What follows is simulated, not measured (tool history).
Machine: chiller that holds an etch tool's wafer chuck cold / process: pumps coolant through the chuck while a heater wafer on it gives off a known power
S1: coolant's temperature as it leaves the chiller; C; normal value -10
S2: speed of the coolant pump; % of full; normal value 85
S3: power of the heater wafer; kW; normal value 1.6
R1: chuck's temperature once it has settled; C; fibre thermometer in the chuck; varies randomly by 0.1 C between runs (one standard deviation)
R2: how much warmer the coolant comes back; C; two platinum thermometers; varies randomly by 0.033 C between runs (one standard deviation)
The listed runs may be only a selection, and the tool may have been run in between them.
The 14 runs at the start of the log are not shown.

Run 15, hour 2149.5: usual settings but S2 72 % of full. Result: R1 10.7 C, R2 5.66 C.
Run 16, hour 2339.6: usual settings but S1 -6 C, S2 65 % of full, S3 0.811 kW. Result: R1 5.4 C, R2 3.26 C.
Run 17, hour 2478.8: usual settings but S1 -1 C, S2 82 % of full, S3 1.284 kW. Result: R1 14 C, R2 3.96 C.
At hour 2618.9: chiller's thermometer calibrated.
Run 18, hour 2704.8: usual settings but S2 88 % of full, S3 2.171 kW. Result: R1 14.3 C, R2 6.05 C.
Run 19, hour 2820: usual settings but S2 96 % of full. Result: R1 6.9 C, R2 4.09 C.
Run 20, hour 2991.5: usual settings but S1 -5 C, S2 96 % of full, S3 1.344 kW. Result: R1 9.1 C, R2 3.52 C.
Run 21, hour 3123.5: usual settings but S1 -7 C. Result: R1 11.5 C, R2 4.75 C.
Run 22, hour 3267.9: usual settings but S1 -7 C. Result: R1 11.4 C, R2 4.75 C.
Run 23, hour 3426.5: usual settings but S1 -7 C, S3 0.86 kW. Result: R1 2.8 C, R2 2.67 C.
Run 24, hour 3539.5: usual settings but S1 -11 C. Result: R1 7.4 C, R2 4.76 C.
Run 25, hour 3753.3: usual settings but S1 -15 C, S2 91 % of full, S3 1.995 kW. Result: R1 6.9 C, R2 5.41 C.

Run 26, settings as shown, results not yet in. Your forecast:
Run 26, hour 3859.1: usual settings but S1 -16 C, S2 64 % of full, S3 1.576 kW. Result: R1 ?, R2 ?.

{"run 26": {"R1": 6.4, "R2": 6.42}}
With no hidden state in the tool, this same run would have given R1 6.4 C, R2 6.17 C.
